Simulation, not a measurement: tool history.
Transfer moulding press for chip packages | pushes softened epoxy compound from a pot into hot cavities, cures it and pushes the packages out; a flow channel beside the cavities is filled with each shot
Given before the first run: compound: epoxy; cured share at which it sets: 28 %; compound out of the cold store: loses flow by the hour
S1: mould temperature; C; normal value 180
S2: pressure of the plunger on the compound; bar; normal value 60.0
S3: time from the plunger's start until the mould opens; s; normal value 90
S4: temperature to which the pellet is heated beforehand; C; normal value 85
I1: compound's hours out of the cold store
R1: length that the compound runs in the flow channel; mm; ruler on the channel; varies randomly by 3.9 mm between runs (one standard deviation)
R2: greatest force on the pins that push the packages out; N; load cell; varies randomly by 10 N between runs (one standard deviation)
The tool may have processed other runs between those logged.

{"run": 1, "hour": 0.0, "S1": 180, "S2": 60.0, "S3": 90, "S4": 85, "I1": 36.0, "R1": 886, "R2": 432}
{"run": 2, "hour": 12.6, "S1": 180, "S2": 60.0, "S3": 90, "S4": 85, "I1": 31.1, "R1": 909, "R2": 433}
{"run": 3, "hour": 24.5, "S1": 180, "S2": 60.0, "S3": 90, "S4": 85, "I1": 37.6, "R1": 877, "R2": 424}
{"run": 4, "hour": 36.9, "S1": 180, "S2": 45.7, "S3": 90, "S4": 85, "I1": 13.0, "R1": 899, "R2": 461}
{"run": 5, "hour": 57.5, "S1": 180, "S2": 71.7, "S3": 90, "S4": 85, "I1": 18.2, "R1": 1082, "R2": 475}
{"hour": 66.6, "done": "mould's thermocouples calibrated"}
{"run": 6, "hour": 71.0, "S1": 180, "S2": 71.7, "S3": 90, "S4": 85, "I1": 21.4, "R1": 1060, "R2": 457}
{"hour": 85.7, "done": "cavities cleaned with cleaning compound and waxed"}
{"run": 7, "hour": 85.7, "S1": 180, "S2": 71.7, "S3": 90, "S4": 85, "I1": 36.0, "R1": 976, "R2": 420}
{"run": 8, "hour": 101.8, "S1": 172, "S2": 60.0, "S3": 77, "S4": 85, "I1": 39.2, "R1": 902, "R2": 927}
{"hour": 107.5, "done": "plunger's sealing rings changed"}
{"run": 9, "hour": 124.9, "S1": 180, "S2": 60.0, "S3": 90, "S4": 82, "I1": 24.3, "R1": 955, "R2": 468}
{"run": 10, "hour": 144.8, "S1": 180, "S2": 60.0, "S3": 91, "S4": 82, "I1": 38.1, "R1": 869, "R2": 437}
{"run": 11, "hour": 161.8, "S1": 180, "S2": 60.0, "S3": 91, "S4": 82, "I1": 26.2, "R1": 945, "R2": 449}

What if the next run were any one of these 3? Each begins from the tool's condition after run 11:
{"run": "A", "hour": 181.0, "S1": 175, "S2": 60.0, "S3": 90, "S4": 89, "I1": 36.1, "R1": "?", "R2": "?"}
{"run": "B", "hour": 181.0, "S1": 180, "S2": 60.0, "S3": 91, "S4": 92, "I1": 15.2, "R1": "?", "R2": "?"}
{"run": "C", "hour": 181.0, "S1": 180, "S2": 60.0, "S3": 91, "S4": 86, "I1": 21.5, "R1": "?", "R2": "?"}

run=A R1=900 R2=568
run=B R1=1008 R2=449
run=C R1=970 R2=436
Had the tool no hidden state, the same runs would have come out as:
run=A R1=900 R2=564
run=B R1=1008 R2=446
run=C R1=970 R2=433
